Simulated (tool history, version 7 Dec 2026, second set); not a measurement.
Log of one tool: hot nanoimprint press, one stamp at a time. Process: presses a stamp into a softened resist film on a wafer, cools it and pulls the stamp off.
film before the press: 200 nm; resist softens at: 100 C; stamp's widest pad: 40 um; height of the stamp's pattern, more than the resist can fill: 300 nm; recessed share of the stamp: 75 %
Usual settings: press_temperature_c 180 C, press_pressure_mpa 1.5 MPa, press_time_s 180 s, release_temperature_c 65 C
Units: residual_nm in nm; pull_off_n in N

run   hour  press_temperature_c  press_pressure_mpa  press_time_s  release_temperature_c  residual_nm  pull_off_n
  1      0                  180                 1.5           180                     65         92.9         192
  2   25.5                  180                 1.5           180                     65         91.9         198
  3   42.8                  180                 1.5           180                     65           92         207
  4   64.8                  180                1.57           180                     65         90.2         199
  5   77.6                  180                1.57           180                     65         90.3         214
  6   95.2                  180                1.57           180                     65         90.1         217
  7  120.8                  180                1.57           180                     65         90.1         227
     156.1  -- stamp cleaned and given a new release coat
  8  156.1                  180                1.57           180                     65         90.4         169
  9    180                  180                 1.5           180                     65         91.9         176
     188.7  -- plate thermocouple calibrated
 10  198.1                  180                 1.5           180                     65         95.2         189
 11  216.3                  180                1.17           180                     65        107.2         192
 12    244                  180                1.17           180                     65          107         194
 13  268.3                  180                 1.5           166                     65         97.8         194
 14  292.8                  180                 1.5           166                     65         98.2         208
 15  322.3                  180                 1.5           166                     65         98.2         205
 16  351.3                  168                2.08           183                     72        114.5         202
 17  381.1                  186                 1.5           239                     59         73.4         231
     407.8  -- stamp cleaned and given a new release coat
 18  412.5                  180                 1.5           138                     72        104.3         159
 19  441.9                  180                 1.5           138                     72        104.1         171
 20  457.9                  187                 1.5           138                     60         86.5         198
 21  475.4                  187                 1.5           138                     60         86.9         204

Forecast run 22:
 22  503.9                  178                2.11           227                     58            ?           ?

residual_nm: 78.9 nm
pull_off_n: 203 N
Without the tool's hidden state the same run would have given residual_nm 76.1 nm, pull_off_n 180 N.
